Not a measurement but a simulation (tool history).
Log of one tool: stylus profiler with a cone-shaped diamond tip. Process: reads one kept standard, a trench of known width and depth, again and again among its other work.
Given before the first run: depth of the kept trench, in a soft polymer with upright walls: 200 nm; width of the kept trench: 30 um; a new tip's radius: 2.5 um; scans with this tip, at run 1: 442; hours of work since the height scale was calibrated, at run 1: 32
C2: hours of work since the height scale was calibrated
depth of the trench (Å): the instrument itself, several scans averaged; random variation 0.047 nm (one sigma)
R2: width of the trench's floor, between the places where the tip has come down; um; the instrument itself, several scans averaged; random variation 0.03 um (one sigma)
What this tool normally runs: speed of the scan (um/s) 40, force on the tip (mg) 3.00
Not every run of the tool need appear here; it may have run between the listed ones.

run 1 hour=0.0 | speed_of_the_scan_(um/s)=40 force_on_the_tip_(mg)=3.00 | scans_with_this_tip=442 C2=32 | depth_of_the_trench_(Å)=2015.5 R2=27.93
run 2 hour=19.0 | speed_of_the_scan_(um/s)=13 force_on_the_tip_(mg)=3.00 | scans_with_this_tip=637 C2=47 | depth_of_the_trench_(Å)=2014.3 R2=28.01
run 3 hour=40.2 | speed_of_the_scan_(um/s)=13 force_on_the_tip_(mg)=3.00 | scans_with_this_tip=854 C2=63 | depth_of_the_trench_(Å)=2014.6 R2=27.97
run 4 hour=63.7 | speed_of_the_scan_(um/s)=13 force_on_the_tip_(mg)=3.48 | scans_with_this_tip=1095 C2=80 | depth_of_the_trench_(Å)=2016.6 R2=27.95
run 5 hour=81.4 | speed_of_the_scan_(um/s)=13 force_on_the_tip_(mg)=3.48 | scans_with_this_tip=1276 C2=93 | depth_of_the_trench_(Å)=2016.8 R2=27.97
run 6 hour=100.2 | speed_of_the_scan_(um/s)=13 force_on_the_tip_(mg)=3.48 | scans_with_this_tip=1468 C2=107 | depth_of_the_trench_(Å)=2016.2 R2=27.95
run 7 hour=118.8 | speed_of_the_scan_(um/s)=13 force_on_the_tip_(mg)=3.48 | scans_with_this_tip=1660 C2=121 | depth_of_the_trench_(Å)=2016.1 R2=28.01
run 8 hour=129.2 | speed_of_the_scan_(um/s)=40 force_on_the_tip_(mg)=7.82 | scans_with_this_tip=1766 C2=129 | depth_of_the_trench_(Å)=2028.5 R2=27.99
run 9 hour=142.6 | speed_of_the_scan_(um/s)=47 force_on_the_tip_(mg)=3.00 | scans_with_this_tip=1903 C2=139 | depth_of_the_trench_(Å)=2013.5 R2=27.89
run 10 hour=162.7 | speed_of_the_scan_(um/s)=40 force_on_the_tip_(mg)=1.78 | scans_with_this_tip=2109 C2=154 | depth_of_the_trench_(Å)=2009.5 R2=27.80
run 11 hour=185.0 | speed_of_the_scan_(um/s)=40 force_on_the_tip_(mg)=1.78 | scans_with_this_tip=2338 C2=171 | depth_of_the_trench_(Å)=2009.8 R2=27.82
-- hour=187.3 height scale calibrated on a step standard
run 12 hour=203.2 | speed_of_the_scan_(um/s)=40 force_on_the_tip_(mg)=1.78 | scans_with_this_tip=2518 C2=12 | depth_of_the_trench_(Å)=2010.0 R2=27.79
run 13 hour=222.5 | speed_of_the_scan_(um/s)=13 force_on_the_tip_(mg)=3.21 | scans_with_this_tip=2716 C2=26 | depth_of_the_trench_(Å)=2015.0 R2=27.91
run 14 hour=245.6 | speed_of_the_scan_(um/s)=13 force_on_the_tip_(mg)=3.21 | scans_with_this_tip=2953 C2=44 | depth_of_the_trench_(Å)=2015.0 R2=27.95
run 15 hour=268.3 | speed_of_the_scan_(um/s)=22 force_on_the_tip_(mg)=2.64 | scans_with_this_tip=3186 C2=61 | depth_of_the_trench_(Å)=2012.9 R2=27.82
-- hour=286.8 height scale calibrated on a step standard, once more
run 16 hour=288.3 | speed_of_the_scan_(um/s)=99 force_on_the_tip_(mg)=5.78 | scans_with_this_tip=3386 C2=1 | depth_of_the_trench_(Å)=2022.6 R2=27.71
run 17 hour=309.2 | speed_of_the_scan_(um/s)=59 force_on_the_tip_(mg)=7.70 | scans_with_this_tip=3599 C2=17 | depth_of_the_trench_(Å)=2028.3 R2=27.83
run 18 hour=325.2 | speed_of_the_scan_(um/s)=28 force_on_the_tip_(mg)=1.99 | scans_with_this_tip=3763 C2=29 | depth_of_the_trench_(Å)=2010.8 R2=27.80
run 19 hour=347.1 | speed_of_the_scan_(um/s)=48 force_on_the_tip_(mg)=1.73 | scans_with_this_tip=3987 C2=45 | depth_of_the_trench_(Å)=2009.8 R2=27.74
run 20 hour=358.1 | speed_of_the_scan_(um/s)=48 force_on_the_tip_(mg)=1.73 | scans_with_this_tip=4101 C2=53 | depth_of_the_trench_(Å)=2009.7 R2=27.73
run 21 hour=374.9 | speed_of_the_scan_(um/s)=48 force_on_the_tip_(mg)=1.73 | scans_with_this_tip=4273 C2=66 | depth_of_the_trench_(Å)=2010.9 R2=27.75
run 22 hour=390.9 | speed_of_the_scan_(um/s)=113 force_on_the_tip_(mg)=2.40 | scans_with_this_tip=4437 C2=78 | depth_of_the_trench_(Å)=2012.1 R2=27.55
run 23 hour=406.9 | speed_of_the_scan_(um/s)=54 force_on_the_tip_(mg)=4.28 | scans_with_this_tip=4601 C2=90 | depth_of_the_trench_(Å)=2018.8 R2=27.74
run 24 hour=426.9 | speed_of_the_scan_(um/s)=115 force_on_the_tip_(mg)=1.32 | scans_with_this_tip=4805 C2=105 | depth_of_the_trench_(Å)=2008.0 R2=27.42

Predict each of these 4 candidate next runs independently; none follows another, all start after run 24:
run A hour=446.8 | speed_of_the_scan_(um/s)=40 force_on_the_tip_(mg)=1.95 | scans_with_this_tip=5009 C2=120 | depth_of_the_trench_(Å)=? R2=?
run B hour=446.8 | speed_of_the_scan_(um/s)=138 force_on_the_tip_(mg)=1.65 | scans_with_this_tip=5009 C2=120 | depth_of_the_trench_(Å)=? R2=?
run C hour=446.8 | speed_of_the_scan_(um/s)=117 force_on_the_tip_(mg)=3.00 | scans_with_this_tip=5009 C2=120 | depth_of_the_trench_(Å)=? R2=?
run D hour=446.8 | speed_of_the_scan_(um/s)=125 force_on_the_tip_(mg)=3.00 | scans_with_this_tip=5009 C2=120 | depth_of_the_trench_(Å)=? R2=?

run=A depth_of_the_trench_(Å)=2010.4 R2=27.75
run=B depth_of_the_trench_(Å)=2010.2 R2=27.41
run=C depth_of_the_trench_(Å)=2015.0 R2=27.55
run=D depth_of_the_trench_(Å)=2014.9 R2=27.53
Take away the tool's hidden state, keep each run's random variation, and the runs would have read:
run=A depth_of_the_trench_(Å)=2011.2 R2=27.93
run=B depth_of_the_trench_(Å)=2011.0 R2=27.60
run=C depth_of_the_trench_(Å)=2015.8 R2=27.74
run=D depth_of_the_trench_(Å)=2015.7 R2=27.71
